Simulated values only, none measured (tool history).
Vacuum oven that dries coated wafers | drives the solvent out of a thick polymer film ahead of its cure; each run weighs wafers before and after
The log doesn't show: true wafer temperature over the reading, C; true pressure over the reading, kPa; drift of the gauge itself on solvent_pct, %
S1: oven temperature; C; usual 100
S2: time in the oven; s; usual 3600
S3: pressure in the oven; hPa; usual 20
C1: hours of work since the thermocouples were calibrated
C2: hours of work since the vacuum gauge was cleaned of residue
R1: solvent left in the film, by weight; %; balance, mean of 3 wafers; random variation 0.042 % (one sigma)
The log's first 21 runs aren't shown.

run 22 hour=671.7 | S1=100 S2=3600 S3=20 | C1=696 C2=1077 | R1=2.87
run 23 hour=696.4 | S1=100 S2=3600 S3=20 | C1=708 C2=1089 | R1=2.88
run 24 hour=738.7 | S1=112 S2=3600 S3=20 | C1=727 C2=1108 | R1=1
run 25 hour=766.4 | S1=110 S2=2460 S3=20 | C1=740 C2=1121 | R1=1.76
run 26 hour=786.2 | S1=107 S2=3600 S3=24.8 | C1=749 C2=1130 | R1=1.57
run 27 hour=829 | S1=101 S2=3600 S3=20 | C1=769 C2=1150 | R1=2.68
run 28 hour=849.2 | S1=101 S2=3600 S3=20 | C1=778 C2=1159 | R1=2.61
run 29 hour=867.9 | S1=101 S2=3000 S3=20 | C1=787 C2=1168 | R1=3.2

Forecast run 30:
run 30 hour=913.1 | S1=101 S2=3000 S3=25.3 | C1=807 C2=1189 | R1=?

R1: 3.49 %
Without the tool's hidden state the same run would have given R1 2.96 %.
